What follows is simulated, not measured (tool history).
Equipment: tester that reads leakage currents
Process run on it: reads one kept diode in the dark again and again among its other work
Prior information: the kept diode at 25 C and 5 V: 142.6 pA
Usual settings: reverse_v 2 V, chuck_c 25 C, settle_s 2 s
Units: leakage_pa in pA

run	hour	reverse_v	chuck_c	settle_s	leakage_pa
1	0	2	25	2	110.1
2	133	2	25	2	110.99
3	265.8	2	25	2	113.01
4	332.8	2	25	1.63	113.63
5	390.6	2	25	1.63	113.39
6	466.7	2	25	1.63	114
7	580.8	2	25	1.63	114.6
8	680.5	2	25	1.63	116.28
# hour 724.2: chuck's temperature calibrated
9	788.6	2	39	1.63	331.6
10	877	2	39	1.63	332.24
11	947.5	2	36	2	259.73
12	1078.3	2	25	2	102.37
13	1141.9	2	25	2	102.23
14	1264.8	2	25	2	103.1
15	1380.9	2	25	2	103.44
16	1440.4	2	25	2	104.07
17	1496	2	25	5.17	104.46
18	1558.7	2	25	9.48	104.99
19	1690.4	2	25	9.48	105.89
20	1802.7	2	25	9.48	106.64
21	1874.6	2	25	9.48	107.69
22	1930.1	2	25	9.48	107.4
# hour 2039.1: probe card cleaned and baked
23	2054.1	8.84	29	3.61	280.71
24	2118	8.84	29	3.61	281.41
25	2248.7	8.84	29	3.61	285.55
# hour 2355.5: tester calibrated
26	2362.5	8.84	29	3.61	288.59
27	2470	2	23	1.48	91.25
28	2554.1	2	23	1.48	92.23
29	2636.6	2	21	8.35	77.63
30	2736.7	2	21	8.35	77.53
31	2833.7	2	21	8.35	78.33
32	2943.9	15.3	25	6.97	270.67
33	3050.1	15.3	25	6.97	273.97
34	3169.2	2	25	0.69	115.45
# hour 3247: chuck's temperature calibrated
35	3295.4	8.14	25	2	178.93
36	3363	8.14	25	2	180.16
37	3442.1	8.14	25	2	181.5
38	3542.4	19.31	25	0.64	270.65
39	3635.3	19.31	25	0.64	272.46
40	3743.8	19.31	25	0.64	274.56

3 options for the next run, each taken on its own from the tool as it stands now. Forecast them:
A	3821.4	5.13	30	2.4	?
B	3821.4	6.38	21	2	?
C	3821.4	19.31	33	0.64	?

run	leakage_pa
A	234.64
B	117.52
C	542.39
Without the tool's hidden state the same runs would have given:
run	leakage_pa
A	225.01
B	109.26
C	514.03

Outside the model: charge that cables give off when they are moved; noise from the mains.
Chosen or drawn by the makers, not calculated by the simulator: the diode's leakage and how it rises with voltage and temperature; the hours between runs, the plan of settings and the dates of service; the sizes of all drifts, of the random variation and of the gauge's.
